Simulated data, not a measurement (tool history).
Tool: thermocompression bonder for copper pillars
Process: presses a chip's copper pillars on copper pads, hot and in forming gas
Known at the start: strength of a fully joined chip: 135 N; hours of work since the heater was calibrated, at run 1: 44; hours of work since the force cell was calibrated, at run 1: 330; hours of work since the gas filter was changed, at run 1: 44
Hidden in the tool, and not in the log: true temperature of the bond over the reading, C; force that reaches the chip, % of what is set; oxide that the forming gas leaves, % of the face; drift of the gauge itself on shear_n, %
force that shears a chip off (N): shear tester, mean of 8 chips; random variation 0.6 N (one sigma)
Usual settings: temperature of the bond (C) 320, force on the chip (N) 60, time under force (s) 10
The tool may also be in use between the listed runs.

run,hour,temperature of the bond (C),force on the chip (N),time under force (s),hours of work since the heater was calibrated,hours of work since the force cell was calibrated,hours of work since the gas filter was changed,force that shears a chip off (N)
1,0.0,320,60,10,44,330,44,81.0
2,16.5,320,60,9,54,341,54,78.7
3,50.0,320,60,9,75,361,75,78.8
4,84.8,320,60,10,96,383,96,80.2
5,110.2,320,60,10,112,398,112,81.2
6,137.9,320,60,10,129,415,129,82.5
7,171.6,320,60,10,150,436,150,81.0
8,203.7,320,60,10,170,456,170,80.2
9,221.7,297,60,10,181,467,181,68.4
10,241.7,297,60,10,193,479,193,68.6
11,257.2,293,60,10,202,489,202,66.7
12,274.3,299,60,10,213,499,213,70.6
13,305.7,299,60,10,232,518,232,69.0
# hour 325.4: forming gas filter changed
14,337.4,299,60,10,251,538,7,72.7
15,363.4,320,60,28,267,554,23,107.5
16,382.8,320,60,10,279,566,35,83.5
17,409.4,320,60,10,296,582,52,81.5
18,426.9,315,60,24,306,593,62,100.6
19,442.0,303,57,24,316,602,72,92.6
20,469.9,301,69,24,333,619,89,98.4
21,503.6,345,60,7,354,640,110,84.9
22,535.1,345,60,7,373,659,129,85.0
23,551.3,319,60,25,383,669,139,102.6
24,570.0,319,60,25,394,681,150,103.5
25,593.0,320,76,8,409,695,165,84.9
26,616.6,320,43,10,423,709,179,69.6
27,633.0,320,83,13,433,719,189,99.5
28,654.5,320,60,10,446,733,202,80.9
29,678.9,312,48,17,461,748,217,81.5
30,697.5,312,48,17,473,759,229,81.5
# hour 722.5: forming gas filter changed
31,722.5,330,46,15,488,774,0,88.3
32,751.0,320,60,8,505,792,18,78.0
33,769.8,341,77,8,517,803,29,97.1
34,786.8,320,39,10,527,814,40,67.7

4 ways to go on from here, each from the tool as it stands after run 34. What would each give?
A,815.0,320,57,10,545,831,57,?
B,815.0,320,51,10,545,831,57,?
C,815.0,320,39,7,545,831,57,?
D,815.0,312,72,10,545,831,57,?

run,force that shears a chip off (N)
A,80.8
B,77.5
C,59.0
D,85.7
Without the tool's hidden state the same runs would have given:
run,force that shears a chip off (N)
A,77.9
B,74.6
C,56.4
D,82.8
